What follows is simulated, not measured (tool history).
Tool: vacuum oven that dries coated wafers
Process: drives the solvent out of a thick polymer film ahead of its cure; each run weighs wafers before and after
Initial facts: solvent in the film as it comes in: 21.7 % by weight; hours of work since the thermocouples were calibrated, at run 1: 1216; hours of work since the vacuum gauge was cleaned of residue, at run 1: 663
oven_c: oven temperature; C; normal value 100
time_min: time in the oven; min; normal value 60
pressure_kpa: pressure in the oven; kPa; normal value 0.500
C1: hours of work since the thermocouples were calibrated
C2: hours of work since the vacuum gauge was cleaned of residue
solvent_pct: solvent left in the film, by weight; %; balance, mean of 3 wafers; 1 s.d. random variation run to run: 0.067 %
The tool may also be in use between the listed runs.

run 1 hour=0.0 | oven_c=100 time_min=60 pressure_kpa=0.500 | C1=1216 C2=663 | solvent_pct=4.16
run 2 hour=11.7 | oven_c=100 time_min=60 pressure_kpa=0.500 | C1=1225 C2=672 | solvent_pct=4.23
run 3 hour=24.9 | oven_c=100 time_min=60 pressure_kpa=0.500 | C1=1235 C2=683 | solvent_pct=4.13
run 4 hour=36.7 | oven_c=100 time_min=60 pressure_kpa=0.500 | C1=1244 C2=692 | solvent_pct=4.07
run 5 hour=53.1 | oven_c=100 time_min=60 pressure_kpa=0.278 | C1=1257 C2=705 | solvent_pct=4.21
-- hour=71.7 oven's thermocouples calibrated
run 6 hour=71.7 | oven_c=100 time_min=60 pressure_kpa=0.278 | C1=0 C2=718 | solvent_pct=4.77
run 7 hour=95.7 | oven_c=100 time_min=86 pressure_kpa=0.500 | C1=19 C2=736 | solvent_pct=2.93
run 8 hour=107.8 | oven_c=100 time_min=86 pressure_kpa=0.500 | C1=28 C2=746 | solvent_pct=2.84
run 9 hour=118.9 | oven_c=107 time_min=60 pressure_kpa=0.500 | C1=37 C2=754 | solvent_pct=2.48
run 10 hour=130.9 | oven_c=107 time_min=60 pressure_kpa=0.500 | C1=46 C2=764 | solvent_pct=2.46
run 11 hour=151.6 | oven_c=107 time_min=63 pressure_kpa=0.500 | C1=62 C2=780 | solvent_pct=2.17
run 12 hour=171.3 | oven_c=107 time_min=63 pressure_kpa=0.500 | C1=77 C2=795 | solvent_pct=2.31
run 13 hour=194.6 | oven_c=107 time_min=47 pressure_kpa=0.450 | C1=96 C2=813 | solvent_pct=3.60
run 14 hour=210.5 | oven_c=100 time_min=36 pressure_kpa=0.500 | C1=108 C2=826 | solvent_pct=8.02
run 15 hour=234.0 | oven_c=100 time_min=32 pressure_kpa=0.501 | C1=126 C2=844 | solvent_pct=8.83
run 16 hour=258.1 | oven_c=100 time_min=32 pressure_kpa=0.501 | C1=145 C2=863 | solvent_pct=8.78
run 17 hour=279.1 | oven_c=92 time_min=60 pressure_kpa=1.450 | C1=161 C2=879 | solvent_pct=8.56
run 18 hour=298.3 | oven_c=92 time_min=60 pressure_kpa=1.450 | C1=176 C2=894 | solvent_pct=8.67

A few steps of solvent_pct between consecutive runs. Split each: what settings, incoming material and random variation would produce without the hidden state, and what is left over for the hidden state, along with gauge scatter present in only one of the two compared results (measured, and without hidden state):
What the log doesn't record here: true wafer temperature over the reading, C; true pressure over the reading, kPa; drift of the gauge itself on solvent_pct, %.
Run 5 -> 6: oven's thermocouples calibrated. solvent_pct +0.56 %: hidden state +0.69, all else -0.13.
Run 13 -> 14: oven_c 107 -> 100, time_min 47 -> 36, pressure_kpa 0.450 -> 0.500. solvent_pct +4.42 %: hidden state +0.00, all else +4.42.
